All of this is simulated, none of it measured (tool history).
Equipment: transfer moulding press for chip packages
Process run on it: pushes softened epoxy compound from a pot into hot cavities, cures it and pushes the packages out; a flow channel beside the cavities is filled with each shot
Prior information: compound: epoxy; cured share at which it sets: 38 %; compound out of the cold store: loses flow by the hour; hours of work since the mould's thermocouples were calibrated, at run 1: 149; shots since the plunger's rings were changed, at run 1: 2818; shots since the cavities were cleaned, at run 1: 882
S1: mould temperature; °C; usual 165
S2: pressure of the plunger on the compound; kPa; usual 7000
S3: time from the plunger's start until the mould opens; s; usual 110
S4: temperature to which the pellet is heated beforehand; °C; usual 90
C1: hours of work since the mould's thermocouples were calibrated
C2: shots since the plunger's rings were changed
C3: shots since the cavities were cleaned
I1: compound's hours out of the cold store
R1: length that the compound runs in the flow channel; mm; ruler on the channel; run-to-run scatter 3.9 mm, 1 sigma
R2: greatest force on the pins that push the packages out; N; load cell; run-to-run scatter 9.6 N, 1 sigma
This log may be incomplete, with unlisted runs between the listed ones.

{"run": 1, "hour": 0.0, "S1": 165, "S2": 7000, "S3": 110, "S4": 90, "C1": 149, "C2": 2818, "C3": 882, "I1": 21.8, "R1": 775, "R2": 696}
{"run": 2, "hour": 4.8, "S1": 165, "S2": 7000, "S3": 110, "S4": 90, "C1": 152, "C2": 2868, "C3": 932, "I1": 22.2, "R1": 776, "R2": 667}
{"run": 3, "hour": 11.3, "S1": 165, "S2": 7000, "S3": 110, "S4": 90, "C1": 156, "C2": 2936, "C3": 1000, "I1": 18.9, "R1": 787, "R2": 669}
{"hour": 15.9, "done": "cavities cleaned with cleaning compound and waxed"}
{"run": 4, "hour": 19.4, "S1": 165, "S2": 7400, "S3": 110, "S4": 90, "C1": 160, "C2": 3005, "C3": 37, "I1": 22.2, "R1": 796, "R2": 470}
{"run": 5, "hour": 29.3, "S1": 165, "S2": 7400, "S3": 110, "S4": 90, "C1": 166, "C2": 3108, "C3": 140, "I1": 42.4, "R1": 744, "R2": 534}
{"run": 6, "hour": 36.6, "S1": 165, "S2": 5220, "S3": 110, "S4": 90, "C1": 171, "C2": 3185, "C3": 217, "I1": 28.6, "R1": 650, "R2": 557}
{"run": 7, "hour": 43.5, "S1": 165, "S2": 7000, "S3": 138, "S4": 90, "C1": 175, "C2": 3257, "C3": 289, "I1": 24.4, "R1": 765, "R2": 535}
{"run": 8, "hour": 51.1, "S1": 165, "S2": 7000, "S3": 110, "S4": 90, "C1": 180, "C2": 3336, "C3": 368, "I1": 22.8, "R1": 770, "R2": 638}
{"run": 9, "hour": 56.3, "S1": 165, "S2": 7000, "S3": 110, "S4": 90, "C1": 183, "C2": 3390, "C3": 422, "I1": 44.5, "R1": 717, "R2": 643}
{"run": 10, "hour": 66.4, "S1": 165, "S2": 7000, "S3": 122, "S4": 90, "C1": 189, "C2": 3495, "C3": 527, "I1": 14.2, "R1": 794, "R2": 629}
{"run": 11, "hour": 72.4, "S1": 165, "S2": 7000, "S3": 110, "S4": 90, "C1": 193, "C2": 3558, "C3": 590, "I1": 44.3, "R1": 721, "R2": 647}
{"run": 12, "hour": 78.2, "S1": 165, "S2": 7000, "S3": 110, "S4": 90, "C1": 197, "C2": 3618, "C3": 650, "I1": 43, "R1": 719, "R2": 687}
{"run": 13, "hour": 83.9, "S1": 165, "S2": 7000, "S3": 110, "S4": 90, "C1": 200, "C2": 3679, "C3": 711, "I1": 9.4, "R1": 804, "R2": 697}
{"run": 14, "hour": 88.6, "S1": 165, "S2": 7000, "S3": 110, "S4": 90, "C1": 203, "C2": 3728, "C3": 760, "I1": 36.4, "R1": 735, "R2": 662}
{"run": 15, "hour": 93.4, "S1": 165, "S2": 7000, "S3": 110, "S4": 90, "C1": 206, "C2": 3777, "C3": 809, "I1": 19.6, "R1": 769, "R2": 707}
{"run": 16, "hour": 101.8, "S1": 158, "S2": 7000, "S3": 104, "S4": 90, "C1": 211, "C2": 3865, "C3": 897, "I1": 43.6, "R1": 749, "R2": 1150}
{"run": 17, "hour": 106.6, "S1": 158, "S2": 5590, "S3": 104, "S4": 90, "C1": 214, "C2": 3915, "C3": 947, "I1": 18.5, "R1": 728, "R2": 1197}
{"run": 18, "hour": 113.6, "S1": 158, "S2": 6310, "S3": 142, "S4": 96, "C1": 219, "C2": 3989, "C3": 1021, "I1": 46.8, "R1": 707, "R2": 743}
{"hour": 115.9, "done": "cavities cleaned with cleaning compound and waxed"}
{"run": 19, "hour": 119.9, "S1": 161, "S2": 7440, "S3": 134, "S4": 98, "C1": 221, "C2": 4038, "C3": 41, "I1": 35.1, "R1": 777, "R2": 450}
{"run": 20, "hour": 129.4, "S1": 161, "S2": 7440, "S3": 134, "S4": 98, "C1": 227, "C2": 4138, "C3": 141, "I1": 22.5, "R1": 808, "R2": 530}
{"run": 21, "hour": 139.2, "S1": 161, "S2": 7440, "S3": 134, "S4": 98, "C1": 233, "C2": 4239, "C3": 242, "I1": 47, "R1": 746, "R2": 556}
{"run": 22, "hour": 147.2, "S1": 161, "S2": 7440, "S3": 134, "S4": 98, "C1": 238, "C2": 4323, "C3": 326, "I1": 8.5, "R1": 838, "R2": 567}
{"run": 23, "hour": 152.2, "S1": 161, "S2": 7440, "S3": 134, "S4": 98, "C1": 241, "C2": 4375, "C3": 378, "I1": 19.5, "R1": 817, "R2": 607}
{"run": 24, "hour": 160.9, "S1": 162, "S2": 6090, "S3": 109, "S4": 98, "C1": 247, "C2": 4466, "C3": 469, "I1": 8.2, "R1": 759, "R2": 762}
{"run": 25, "hour": 171.1, "S1": 162, "S2": 6090, "S3": 109, "S4": 98, "C1": 253, "C2": 4573, "C3": 576, "I1": 34.6, "R1": 694, "R2": 727}
{"run": 26, "hour": 180.7, "S1": 162, "S2": 6240, "S3": 131, "S4": 98, "C1": 259, "C2": 4672, "C3": 675, "I1": 33, "R1": 702, "R2": 645}
{"run": 27, "hour": 189.7, "S1": 165, "S2": 7000, "S3": 146, "S4": 93, "C1": 265, "C2": 4767, "C3": 770, "I1": 37.4, "R1": 714, "R2": 619}
{"run": 28, "hour": 197.3, "S1": 165, "S2": 6520, "S3": 110, "S4": 90, "C1": 269, "C2": 4846, "C3": 849, "I1": 38.2, "R1": 697, "R2": 695}
{"run": 29, "hour": 201.6, "S1": 165, "S2": 6520, "S3": 110, "S4": 90, "C1": 272, "C2": 4891, "C3": 894, "I1": 26.8, "R1": 716, "R2": 730}

Branching from run 29: 3 alternative next runs. What would each branch give?
{"run": "A", "hour": 209.0, "S1": 161, "S2": 5690, "S3": 110, "S4": 90, "C1": 276, "C2": 4968, "C3": 971, "I1": 21.3, "R1": "?", "R2": "?"}
{"run": "B", "hour": 209.0, "S1": 165, "S2": 7000, "S3": 123, "S4": 90, "C1": 276, "C2": 4968, "C3": 971, "I1": 46, "R1": "?", "R2": "?"}
{"run": "C", "hour": 209.0, "S1": 165, "S2": 7000, "S3": 91, "S4": 90, "C1": 276, "C2": 4968, "C3": 971, "I1": 14.5, "R1": "?", "R2": "?"}

run=A R1=702 R2=850
run=B R1=702 R2=670
run=C R1=780 R2=936
With no hidden state in the tool, these same runs would have given:
run=A R1=743 R2=524
run=B R1=743 R2=417
run=C R1=825 R2=578
